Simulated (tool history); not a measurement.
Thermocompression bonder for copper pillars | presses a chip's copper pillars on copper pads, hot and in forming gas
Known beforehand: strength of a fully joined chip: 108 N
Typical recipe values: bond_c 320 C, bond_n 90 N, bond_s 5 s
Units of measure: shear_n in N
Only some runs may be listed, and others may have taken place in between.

{"run": 1, "day": 0.0, "bond_c": 320, "bond_n": 90, "bond_s": 5, "shear_n": 47.2}
{"run": 2, "day": 1.012, "bond_c": 320, "bond_n": 90, "bond_s": 5, "shear_n": 45.9}
{"run": 3, "day": 1.892, "bond_c": 303, "bond_n": 90, "bond_s": 5, "shear_n": 37.1}
{"run": 4, "day": 2.9, "bond_c": 324, "bond_n": 90, "bond_s": 5, "shear_n": 52.1}
{"run": 5, "day": 3.492, "bond_c": 324, "bond_n": 90, "bond_s": 5, "shear_n": 51.8}
{"run": 6, "day": 4.217, "bond_c": 320, "bond_n": 61, "bond_s": 5, "shear_n": 31.8}
{"run": 7, "day": 5.108, "bond_c": 297, "bond_n": 61, "bond_s": 5, "shear_n": 21.6}
{"run": 8, "day": 5.829, "bond_c": 320, "bond_n": 90, "bond_s": 3, "shear_n": 40.2}
{"run": 9, "day": 6.4, "bond_c": 320, "bond_n": 90, "bond_s": 3, "shear_n": 39.8}
{"run": 10, "day": 7.262, "bond_c": 293, "bond_n": 90, "bond_s": 5, "shear_n": 32.5}
{"run": 11, "day": 7.733, "bond_c": 293, "bond_n": 90, "bond_s": 5, "shear_n": 32.2}
{"run": 12, "day": 8.729, "bond_c": 293, "bond_n": 90, "bond_s": 5, "shear_n": 32.9}
{"run": 13, "day": 9.7, "bond_c": 293, "bond_n": 90, "bond_s": 5, "shear_n": 31.7}
{"run": 14, "day": 10.762, "bond_c": 293, "bond_n": 90, "bond_s": 5, "shear_n": 31.8}
{"run": 15, "day": 11.329, "bond_c": 293, "bond_n": 90, "bond_s": 5, "shear_n": 30.8}
{"run": 16, "day": 12.117, "bond_c": 293, "bond_n": 90, "bond_s": 5, "shear_n": 31}
{"run": 17, "day": 12.662, "bond_c": 320, "bond_n": 90, "bond_s": 3, "shear_n": 38.1}
{"run": 18, "day": 13.408, "bond_c": 292, "bond_n": 90, "bond_s": 3, "shear_n": 24.1}
{"run": 19, "day": 13.962, "bond_c": 292, "bond_n": 90, "bond_s": 3, "shear_n": 24.6}
{"run": 20, "day": 14.5, "bond_c": 292, "bond_n": 90, "bond_s": 3, "shear_n": 23.6}
{"run": 21, "day": 15.042, "bond_c": 292, "bond_n": 90, "bond_s": 3, "shear_n": 25.5}
{"run": 22, "day": 15.633, "bond_c": 292, "bond_n": 90, "bond_s": 3, "shear_n": 26.5}
{"run": 23, "day": 16.621, "bond_c": 320, "bond_n": 88, "bond_s": 5, "shear_n": 47.9}
{"run": 24, "day": 17.279, "bond_c": 340, "bond_n": 118, "bond_s": 4, "shear_n": 72.9}
{"run": 25, "day": 18.025, "bond_c": 313, "bond_n": 72, "bond_s": 9, "shear_n": 44.5}
{"run": 26, "day": 18.554, "bond_c": 313, "bond_n": 72, "bond_s": 9, "shear_n": 45.2}
{"run": 27, "day": 19.254, "bond_c": 313, "bond_n": 99, "bond_s": 9, "shear_n": 61.3}
{"run": 28, "day": 19.788, "bond_c": 313, "bond_n": 99, "bond_s": 9, "shear_n": 62.4}
{"run": 29, "day": 20.638, "bond_c": 330, "bond_n": 90, "bond_s": 4, "shear_n": 51.8}
{"run": 30, "day": 21.396, "bond_c": 328, "bond_n": 85, "bond_s": 3, "shear_n": 42}
{"run": 31, "day": 21.892, "bond_c": 340, "bond_n": 90, "bond_s": 5, "shear_n": 62.2}
{"run": 32, "day": 22.925, "bond_c": 321, "bond_n": 76, "bond_s": 5, "shear_n": 41}
{"run": 33, "day": 23.654, "bond_c": 321, "bond_n": 76, "bond_s": 5, "shear_n": 42}
{"run": 34, "day": 24.25, "bond_c": 295, "bond_n": 61, "bond_s": 5, "shear_n": 20.8}
{"run": 35, "day": 25.067, "bond_c": 342, "bond_n": 79, "bond_s": 5, "shear_n": 54.6}
{"run": 36, "day": 25.538, "bond_c": 342, "bond_n": 79, "bond_s": 5, "shear_n": 54.6}
{"run": 37, "day": 26.588, "bond_c": 325, "bond_n": 81, "bond_s": 9, "shear_n": 60.4}

The log once held 5 entries between its listed runs, left out of this copy. Where does each go, and what is different about the tool's unlogged condition between the listed run before it and the listed run after it?
From run 3 to run 4: forming gas filter changed (day 2.862)
  true temperature of the bond over the reading, C: 3.3 -> 3.4; force that reaches the chip, % of what is set: 97.5 -> 97.4; oxide that the forming gas leaves, % of the face: 8.6 -> 0.53
  measured minus no-state result, shear_n: -2.4 -> +0.8 N
From run 20 to run 21: forming gas filter changed (day 14.612)
  oxide that the forming gas leaves, % of the face: 9.02 -> 0.95
  measured minus no-state result, shear_n: -1.4 -> +0.8 N
From run 22 to run 23: force cell calibrated (day 15.779)
  true temperature of the bond over the reading, C: 4.8 -> 4.9; force that reaches the chip, % of what is set: 96.3 -> 95.6; oxide that the forming gas leaves, % of the face: 1.38 -> 2.02
  measured minus no-state result, shear_n: +0.7 -> +0.1 N
From run 24 to run 25: force cell calibrated, once more (day 17.912)
  true temperature of the bond over the reading, C: 4.9 -> 5; force that reaches the chip, % of what is set: 95.6 -> 99.9; oxide that the forming gas leaves, % of the face: 2.47 -> 2.98
  measured minus no-state result, shear_n: -0.8 -> +2 N
From run 36 to run 37: forming gas filter changed (day 26.442)
  true temperature of the bond over the reading, C: 5.8 -> 6; force that reaches the chip, % of what is set: 99.3 -> 99.2; oxide that the forming gas leaves, % of the face: 8.57 -> 0.7
  measured minus no-state result, shear_n: -1.4 -> +3.5 N
